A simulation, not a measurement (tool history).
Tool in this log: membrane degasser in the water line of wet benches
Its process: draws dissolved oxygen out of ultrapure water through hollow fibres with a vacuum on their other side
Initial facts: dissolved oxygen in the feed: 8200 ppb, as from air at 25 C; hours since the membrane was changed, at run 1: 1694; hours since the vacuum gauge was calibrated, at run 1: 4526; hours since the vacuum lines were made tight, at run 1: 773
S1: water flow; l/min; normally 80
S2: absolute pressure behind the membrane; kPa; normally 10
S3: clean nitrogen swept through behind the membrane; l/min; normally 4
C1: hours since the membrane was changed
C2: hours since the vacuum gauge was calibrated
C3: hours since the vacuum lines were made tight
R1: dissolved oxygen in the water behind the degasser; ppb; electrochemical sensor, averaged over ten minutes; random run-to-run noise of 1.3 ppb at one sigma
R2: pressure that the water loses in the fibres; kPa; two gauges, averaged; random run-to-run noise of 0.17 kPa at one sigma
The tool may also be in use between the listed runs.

run	hour	S1	S2	S3	C1	C2	C3	R1	R2
1	0	80	10	4	1694	4526	773	303.3	26.88
2	54.3	80	10	4	1749	4580	828	307	26.52
3	92	80	10	4	1786	4618	865	302.4	26.92
4	133	80	15.9	4	1827	4659	906	546.7	26.8
5	161	92	10	4	1855	4687	934	344.4	31.29
6	197	80	10	6.54	1891	4723	970	199.7	26.83
# hour 245.6: vacuum gauge calibrated
7	245.6	80	10	4	1939	0	1018	300.7	26.87
8	284.7	80	10	4	1978	39	1057	300.6	26.72
9	342	80	10	4	2036	96	1115	302.2	26.98
10	390.6	80	10	2.78	2084	145	1163	406.7	27.13
11	428.1	80	10	2.78	2122	182	1201	405.7	26.99
12	477	80	10	2.78	2171	231	1250	407.4	27.03
13	519.8	80	10	4	2214	274	1293	303.7	26.85
14	562.1	120	16.8	4	2256	317	1335	817.9	40.58
15	589.4	120	16.8	4.75	2283	344	1362	713.1	40.46
16	644.6	56	23.8	4	2338	399	1417	624.2	19.12
17	700.4	109	23.8	4	2394	455	1473	1082.5	36.87
18	731.6	109	23.8	2.46	2425	486	1504	1531.8	36.8
19	777.9	70	10	11.83	2472	532	1551	100.6	23.55
20	802.2	70	10	11.83	2496	557	1575	100.4	23.63
21	832.8	70	10	11.83	2527	587	1606	100.5	23.73
22	858	57	10	4.55	2552	612	1631	198	19.08
23	898.4	57	10	4.55	2592	653	1671	197.1	18.99
24	947.8	57	10	4.55	2642	702	1721	197.7	19.52
25	971.6	65	10	1.84	2665	726	1744	478.9	22.07

Had the tool no unlogged condition, and each run kept its random variation, what would the results have been?
Hidden conditions of the tool in this case: membrane still open, %; true pressure behind the membrane over the reading, kPa; air that leaks in behind the membrane, l/min; drift of the gauge itself on oxygen_ppb, %; drift of the gauge itself on loss_of_pressure_kpa, %.
run	R1	R2
1	297.8	26.56
2	301.3	26.18
3	296.8	26.57
4	541.3	26.44
5	337.8	30.88
6	195.7	26.46
7	298.1	26.5
8	298	26.34
9	299.5	26.59
10	403.3	26.72
11	402.1	26.58
12	403.8	26.6
13	300.8	26.42
14	812.7	39.91
15	708.1	39.79
16	622	18.8
17	1078	36.22
18	1526.7	36.15
19	99.2	23.13
20	99	23.2
21	99.2	23.3
22	196	18.72
23	195	18.62
24	195.6	19.14
25	474.3	21.65
